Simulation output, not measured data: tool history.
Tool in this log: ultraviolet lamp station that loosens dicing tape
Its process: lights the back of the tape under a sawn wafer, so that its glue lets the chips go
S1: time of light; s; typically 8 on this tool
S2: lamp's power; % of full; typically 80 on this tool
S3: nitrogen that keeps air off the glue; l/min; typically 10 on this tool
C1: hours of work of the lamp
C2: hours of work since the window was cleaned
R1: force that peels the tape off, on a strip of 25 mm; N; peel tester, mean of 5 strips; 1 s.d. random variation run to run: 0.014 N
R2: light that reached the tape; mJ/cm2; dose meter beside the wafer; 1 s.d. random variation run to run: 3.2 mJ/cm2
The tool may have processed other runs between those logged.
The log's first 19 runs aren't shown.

{"run": 20, "day": 30.233, "S1": 8, "S2": 74, "S3": 10, "C1": 631, "C2": 182, "R1": 0.731, "R2": 474}
{"run": 21, "day": 32.692, "S1": 8, "S2": 74, "S3": 10, "C1": 674, "C2": 225, "R1": 0.739, "R2": 466}
{"run": 22, "day": 34.246, "S1": 8, "S2": 80, "S3": 10, "C1": 701, "C2": 252, "R1": 0.634, "R2": 512}
{"run": 23, "day": 36.167, "S1": 11, "S2": 80, "S3": 17, "C1": 735, "C2": 286, "R1": 0.307, "R2": 701}
{"day": 36.679, "done": "lamp changed"}
{"run": 24, "day": 37.262, "S1": 11, "S2": 75, "S3": 8, "C1": 10, "C2": 304, "R1": 0.457, "R2": 660}
{"run": 25, "day": 38.896, "S1": 13, "S2": 66, "S3": 10, "C1": 39, "C2": 333, "R1": 0.385, "R2": 681}
{"run": 26, "day": 40.712, "S1": 7, "S2": 66, "S3": 6, "C1": 71, "C2": 365, "R1": 1.491, "R2": 366}
{"run": 27, "day": 42.979, "S1": 7, "S2": 66, "S3": 6, "C1": 111, "C2": 405, "R1": 1.515, "R2": 366}
{"run": 28, "day": 44.942, "S1": 9, "S2": 60, "S3": 12, "C1": 145, "C2": 439, "R1": 0.784, "R2": 432}
{"run": 29, "day": 46.358, "S1": 9, "S2": 60, "S3": 12, "C1": 170, "C2": 464, "R1": 0.811, "R2": 425}
{"run": 30, "day": 47.804, "S1": 9, "S2": 94, "S3": 6, "C1": 195, "C2": 490, "R1": 0.496, "R2": 674}
{"run": 31, "day": 49.004, "S1": 9, "S2": 94, "S3": 6, "C1": 217, "C2": 511, "R1": 0.512, "R2": 668}
{"run": 32, "day": 51.471, "S1": 9, "S2": 80, "S3": 10, "C1": 260, "C2": 554, "R1": 0.51, "R2": 569}
{"run": 33, "day": 53.671, "S1": 9, "S2": 80, "S3": 10, "C1": 299, "C2": 593, "R1": 0.506, "R2": 573}
{"run": 34, "day": 55.929, "S1": 9, "S2": 80, "S3": 10, "C1": 338, "C2": 632, "R1": 0.504, "R2": 566}
{"day": 56.388, "done": "window cleaned of glue's vapour"}
{"run": 35, "day": 57.708, "S1": 9, "S2": 80, "S3": 10, "C1": 369, "C2": 23, "R1": 0.525, "R2": 573}
{"run": 36, "day": 60.017, "S1": 9, "S2": 80, "S3": 10, "C1": 410, "C2": 64, "R1": 0.521, "R2": 574}
{"run": 37, "day": 62.162, "S1": 11, "S2": 80, "S3": 11, "C1": 447, "C2": 101, "R1": 0.354, "R2": 696}
{"run": 38, "day": 64.354, "S1": 8, "S2": 80, "S3": 3, "C1": 486, "C2": 140, "R1": 1.354, "R2": 500}
{"run": 39, "day": 66.4, "S1": 8, "S2": 72, "S3": 10, "C1": 522, "C2": 176, "R1": 0.756, "R2": 459}
{"run": 40, "day": 68.842, "S1": 8, "S2": 90, "S3": 5, "C1": 565, "C2": 219, "R1": 0.79, "R2": 575}
{"run": 41, "day": 70.742, "S1": 6, "S2": 77, "S3": 7, "C1": 598, "C2": 252, "R1": 1.376, "R2": 364}
{"run": 42, "day": 72.992, "S1": 8, "S2": 91, "S3": 3, "C1": 638, "C2": 292, "R1": 1.039, "R2": 573}
{"run": 43, "day": 75.317, "S1": 4, "S2": 61, "S3": 10, "C1": 678, "C2": 333, "R1": 2.895, "R2": 193}
{"run": 44, "day": 77.588, "S1": 4, "S2": 64, "S3": 10, "C1": 718, "C2": 372, "R1": 2.793, "R2": 200}

Each row is a separate what-if for the run after 44, all from the same tool condition, not one after another. Results?
{"day": 79.146, "done": "lamp changed"}
{"run": "A", "day": 79.212, "S1": 4, "S2": 64, "S3": 4, "C1": 1, "C2": 400, "R1": "?", "R2": "?"}
{"day": 79.146, "done": "lamp changed"}
{"run": "B", "day": 79.212, "S1": 8, "S2": 64, "S3": 10, "C1": 1, "C2": 400, "R1": "?", "R2": "?"}
{"day": 79.146, "done": "lamp changed"}
{"run": "C", "day": 79.212, "S1": 15, "S2": 64, "S3": 10, "C1": 1, "C2": 400, "R1": "?", "R2": "?"}

run=A R1=3.568 R2=200
run=B R1=0.96 R2=407
run=C R1=0.338 R2=763
What these runs would have given with no unlogged condition in the tool:
run=A R1=3.565 R2=200
run=B R1=0.958 R2=407
run=C R1=0.338 R2=764
